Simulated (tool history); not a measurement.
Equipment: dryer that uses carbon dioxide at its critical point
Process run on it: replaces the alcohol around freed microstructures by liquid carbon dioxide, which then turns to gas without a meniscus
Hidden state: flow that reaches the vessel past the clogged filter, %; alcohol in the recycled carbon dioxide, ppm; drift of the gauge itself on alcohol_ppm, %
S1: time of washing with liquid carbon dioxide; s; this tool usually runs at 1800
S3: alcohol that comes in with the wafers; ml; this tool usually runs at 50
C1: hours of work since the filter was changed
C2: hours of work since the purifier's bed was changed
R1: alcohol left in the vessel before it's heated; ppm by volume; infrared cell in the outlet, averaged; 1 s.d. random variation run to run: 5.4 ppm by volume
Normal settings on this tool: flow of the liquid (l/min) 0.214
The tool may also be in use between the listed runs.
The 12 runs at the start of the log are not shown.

{"run": 13, "hour": 544.3, "S1": 1800, "flow of the liquid (l/min)": 0.214, "S3": 50, "C1": 331, "C2": 583, "R1": 404}
{"hour": 582.6, "done": "inlet filter changed"}
{"run": 14, "hour": 593.4, "S1": 1800, "flow of the liquid (l/min)": 0.214, "S3": 50, "C1": 5, "C2": 606, "R1": 279}
{"run": 15, "hour": 645.8, "S1": 1800, "flow of the liquid (l/min)": 0.203, "S3": 50, "C1": 30, "C2": 631, "R1": 333}
{"run": 16, "hour": 691.0, "S1": 1800, "flow of the liquid (l/min)": 0.226, "S3": 50, "C1": 52, "C2": 653, "R1": 249}
{"run": 17, "hour": 742.7, "S1": 1800, "flow of the liquid (l/min)": 0.173, "S3": 50, "C1": 77, "C2": 678, "R1": 652}
{"run": 18, "hour": 772.3, "S1": 1800, "flow of the liquid (l/min)": 0.214, "S3": 50, "C1": 91, "C2": 692, "R1": 300}
{"run": 19, "hour": 804.1, "S1": 1800, "flow of the liquid (l/min)": 0.214, "S3": 50, "C1": 107, "C2": 707, "R1": 330}
{"run": 20, "hour": 855.0, "S1": 1800, "flow of the liquid (l/min)": 0.214, "S3": 50, "C1": 131, "C2": 732, "R1": 333}
{"run": 21, "hour": 893.2, "S1": 1800, "flow of the liquid (l/min)": 0.214, "S3": 50, "C1": 149, "C2": 750, "R1": 344}
{"run": 22, "hour": 925.8, "S1": 2040, "flow of the liquid (l/min)": 0.214, "S3": 50, "C1": 165, "C2": 766, "R1": 248}
{"run": 23, "hour": 978.1, "S1": 2040, "flow of the liquid (l/min)": 0.214, "S3": 50, "C1": 190, "C2": 791, "R1": 263}
{"run": 24, "hour": 1010.4, "S1": 1800, "flow of the liquid (l/min)": 0.14, "S3": 50, "C1": 206, "C2": 806, "R1": 1621}
{"run": 25, "hour": 1051.2, "S1": 1800, "flow of the liquid (l/min)": 0.35, "S3": 50, "C1": 225, "C2": 826, "R1": 188}
{"run": 26, "hour": 1078.4, "S1": 1500, "flow of the liquid (l/min)": 0.214, "S3": 50, "C1": 238, "C2": 839, "R1": 730}
{"run": 27, "hour": 1107.6, "S1": 1500, "flow of the liquid (l/min)": 0.214, "S3": 50, "C1": 252, "C2": 853, "R1": 731}
{"run": 28, "hour": 1157.9, "S1": 1680, "flow of the liquid (l/min)": 0.228, "S3": 37, "C1": 277, "C2": 877, "R1": 367}

The next listed run, before its measurement:
{"run": 29, "hour": 1196.5, "S1": 2220, "flow of the liquid (l/min)": 0.23, "S3": 58, "C1": 295, "C2": 896, "R1": "?"}

Run 29 gave R1 242 ppm by volume.
Were there no unlogged condition in the tool, this run, its random variation unchanged, would have produced R1 28 ppm by volume.
